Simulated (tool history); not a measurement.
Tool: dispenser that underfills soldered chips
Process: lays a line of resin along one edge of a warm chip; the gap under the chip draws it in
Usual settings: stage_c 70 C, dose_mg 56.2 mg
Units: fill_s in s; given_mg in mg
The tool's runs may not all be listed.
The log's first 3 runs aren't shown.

| run | hour | stage_c | dose_mg | fill_s | given_mg |
|---|---|---|---|---|---|
|  | 23 | dispensing valve cleaned and set on the balance |
|  | 30.5 | new syringe of resin |
| 4 | 32.7 | 68 | 56.2 | 138.9 | 55.89 |
|  | 39.5 | new syringe of resin |
| 5 | 42.4 | 68 | 56.2 | 142.8 | 55.75 |
|  | 48.5 | new syringe of resin |
| 6 | 48.7 | 68 | 56.2 | 132.3 | 55.4 |
| 7 | 54.6 | 68 | 56.2 | 156.3 | 55.96 |
|  | 57.3 | new syringe of resin |
| 8 | 64.6 | 68 | 56.2 | 162.2 | 55.31 |
|  | 66 | new syringe of resin |
| 9 | 70.8 | 68 | 56.2 | 151 | 55.15 |
|  | 74.5 | new syringe of resin |
| 10 | 81.8 | 68 | 56.2 | 166 | 54.8 |
|  | 83.6 | new syringe of resin |
| 11 | 91.7 | 68 | 56.2 | 164 | 54.67 |
|  | 92.8 | new syringe of resin |
| 12 | 96.8 | 68 | 56.2 | 146.6 | 54.75 |
|  | 101.4 | new syringe of resin |
| 13 | 103.2 | 70 | 54.1 | 131.8 | 52.26 |
|  | 110 | new syringe of resin |
| 14 | 110 | 70 | 54.1 | 121.7 | 52.48 |
| 15 | 114.9 | 70 | 54.1 | 139.8 | 52.01 |
|  | 118.7 | new syringe of resin |
| 16 | 124.8 | 56 | 54.1 | 238.7 | 51.79 |
|  | 128.1 | new syringe of resin |
| 17 | 130.1 | 70 | 49.3 | 130.3 | 47.06 |
| 18 | 135.8 | 70 | 49.3 | 153.3 | 47.51 |
|  | 136.9 | new syringe of resin |
| 19 | 143.1 | 56 | 65.5 | 241.4 | 62.69 |
|  | 145.5 | new syringe of resin |
| 20 | 150 | 65 | 71.9 | 159.7 | 68.65 |
|  | 154.3 | new syringe of resin |
| 21 | 159.3 | 65 | 59.1 | 163.2 | 56.29 |
|  | 163.1 | new syringe of resin |
| 22 | 169.2 | 65 | 59.1 | 168.1 | 55.77 |
|  | 171.6 | new syringe of resin |
| 23 | 178.3 | 76 | 59.1 | 119.7 | 56.14 |
|  | 180.1 | new syringe of resin |
| 24 | 186.5 | 78 | 58.7 | 110.8 | 55.03 |
|  | 189.1 | new syringe of resin |
| 25 | 195.6 | 78 | 58.7 | 113.4 | 55.4 |
|  | 198.2 | new syringe of resin |
| 26 | 206 | 55 | 67.4 | 262.5 | 62.98 |
|  | 206.8 | new syringe of resin |
|  | 215.4 | new syringe of resin |
| 27 | 216.3 | 70 | 56.1 | 129.8 | 52.06 |

Run 28 comes next. What will it give?
| 28 | 222.5 | 62 | 68.3 | ? | ? |

Run 28 gave fill_s 198.4 s, given_mg 63.49 mg.
Without the tool's hidden state the same run would have given fill_s 154.4 s, given_mg 68.39 mg.

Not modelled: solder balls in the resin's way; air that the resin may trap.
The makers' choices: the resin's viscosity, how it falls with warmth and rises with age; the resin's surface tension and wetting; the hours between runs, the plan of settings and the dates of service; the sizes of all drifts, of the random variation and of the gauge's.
